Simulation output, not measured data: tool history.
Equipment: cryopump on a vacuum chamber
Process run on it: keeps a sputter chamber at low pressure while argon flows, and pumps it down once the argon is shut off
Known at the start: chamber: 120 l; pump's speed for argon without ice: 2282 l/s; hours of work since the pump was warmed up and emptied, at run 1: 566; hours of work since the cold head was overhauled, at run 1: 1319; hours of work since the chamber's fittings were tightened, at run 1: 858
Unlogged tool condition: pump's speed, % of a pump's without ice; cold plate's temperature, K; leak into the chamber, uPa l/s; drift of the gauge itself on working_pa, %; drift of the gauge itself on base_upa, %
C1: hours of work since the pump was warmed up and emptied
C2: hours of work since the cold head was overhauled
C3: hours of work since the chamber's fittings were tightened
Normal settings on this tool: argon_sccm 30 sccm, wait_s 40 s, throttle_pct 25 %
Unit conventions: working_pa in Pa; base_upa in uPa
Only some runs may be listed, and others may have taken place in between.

run 1 hour=0 | argon_sccm=30 wait_s=40 throttle_pct=25 | C1=566 C2=1319 C3=858 | working_pa=0.0917 base_upa=1.2
run 2 hour=36.8 | argon_sccm=30 wait_s=40 throttle_pct=25 | C1=594 C2=1347 C3=886 | working_pa=0.0924 base_upa=1.21
run 3 hour=82.5 | argon_sccm=30 wait_s=40 throttle_pct=25 | C1=629 C2=1382 C3=921 | working_pa=0.0922 base_upa=1.19
-- hour=146.9 pump warmed up, emptied and cooled again
run 4 hour=151 | argon_sccm=30 wait_s=40 throttle_pct=25 | C1=3 C2=1430 C3=969 | working_pa=0.0897 base_upa=1.2
run 5 hour=185.3 | argon_sccm=30 wait_s=40 throttle_pct=25 | C1=29 C2=1456 C3=995 | working_pa=0.0897 base_upa=1.23
run 6 hour=254.2 | argon_sccm=30 wait_s=40 throttle_pct=25 | C1=81 C2=1508 C3=1047 | working_pa=0.0882 base_upa=1.26
run 7 hour=293 | argon_sccm=30 wait_s=40 throttle_pct=25 | C1=111 C2=1537 C3=1077 | working_pa=0.0895 base_upa=1.23
run 8 hour=339.6 | argon_sccm=30 wait_s=40 throttle_pct=25 | C1=146 C2=1573 C3=1112 | working_pa=0.0899 base_upa=1.29
run 9 hour=389.1 | argon_sccm=27 wait_s=40 throttle_pct=25 | C1=183 C2=1610 C3=1149 | working_pa=0.0819 base_upa=1.35
run 10 hour=420.3 | argon_sccm=27 wait_s=40 throttle_pct=25 | C1=207 C2=1634 C3=1173 | working_pa=0.0805 base_upa=1.31
run 11 hour=486.5 | argon_sccm=29 wait_s=33 throttle_pct=25 | C1=257 C2=1684 C3=1223 | working_pa=0.0881 base_upa=1.5
run 12 hour=550.2 | argon_sccm=30 wait_s=48 throttle_pct=25 | C1=305 C2=1732 C3=1271 | working_pa=0.0906 base_upa=1.22
run 13 hour=599.1 | argon_sccm=30 wait_s=48 throttle_pct=25 | C1=343 C2=1769 C3=1308 | working_pa=0.0918 base_upa=1.31

Below, some changes in working_pa between adjacent runs. For each, the amount present without the hidden state too (settings, incoming material, random variation) and the amount remaining for the hidden state with gauge scatter not shared by both compared results:
Run 3 -> 4: pump warmed up, emptied and cooled again. working_pa -0.0025 Pa: hidden state -0.0031, all else +0.0006.
Run 8 -> 9: argon_sccm 30 -> 27. working_pa -0.008 Pa: hidden state +0, all else -0.008.
